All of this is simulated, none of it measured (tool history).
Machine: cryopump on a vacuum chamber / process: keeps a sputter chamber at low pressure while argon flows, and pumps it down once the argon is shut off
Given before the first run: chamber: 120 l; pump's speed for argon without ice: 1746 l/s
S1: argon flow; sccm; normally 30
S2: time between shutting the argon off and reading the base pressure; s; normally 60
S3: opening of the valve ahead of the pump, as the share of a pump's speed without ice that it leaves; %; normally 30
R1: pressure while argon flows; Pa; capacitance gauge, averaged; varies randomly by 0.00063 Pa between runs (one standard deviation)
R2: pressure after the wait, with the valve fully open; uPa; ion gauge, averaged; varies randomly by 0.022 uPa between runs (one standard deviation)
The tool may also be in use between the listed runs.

run,hour,S1,S2,S3,R1,R2
1,0,30,60,30,0.1036,1.98
2,24.1,30,60,30,0.104,1.99
3,44.6,30,60,30,0.1029,1.96
4,61.8,34,60,30,0.1173,1.96
5,95.7,30,141,30,0.1046,1.75
# hour 132.1: pump warmed up, emptied and cooled again
6,132.1,30,141,30,0.0963,1.46
7,153.1,30,141,30,0.0969,1.53
8,174.2,30,141,30,0.097,1.52
9,195.9,25,207,50,0.0491,1.46
10,215,30,101,27,0.1091,1.66
11,236,30,101,27,0.1082,1.57

4 options for the next run, each taken on its own from the tool as it stands now. Forecast them:
A,271.7,15,143,15,?,?
B,271.7,26,101,27,?,?
C,271.7,15,60,30,?,?
D,271.7,17,183,21,?,?

run,R1,R2
A,0.0978,1.49
B,0.0951,1.65
C,0.0485,1.85
D,0.0786,1.59
What these runs would have given with no unlogged condition in the tool:
run,R1,R2
A,0.0973,0.32
B,0.0943,0.47
C,0.0481,0.65
D,0.0781,0.36

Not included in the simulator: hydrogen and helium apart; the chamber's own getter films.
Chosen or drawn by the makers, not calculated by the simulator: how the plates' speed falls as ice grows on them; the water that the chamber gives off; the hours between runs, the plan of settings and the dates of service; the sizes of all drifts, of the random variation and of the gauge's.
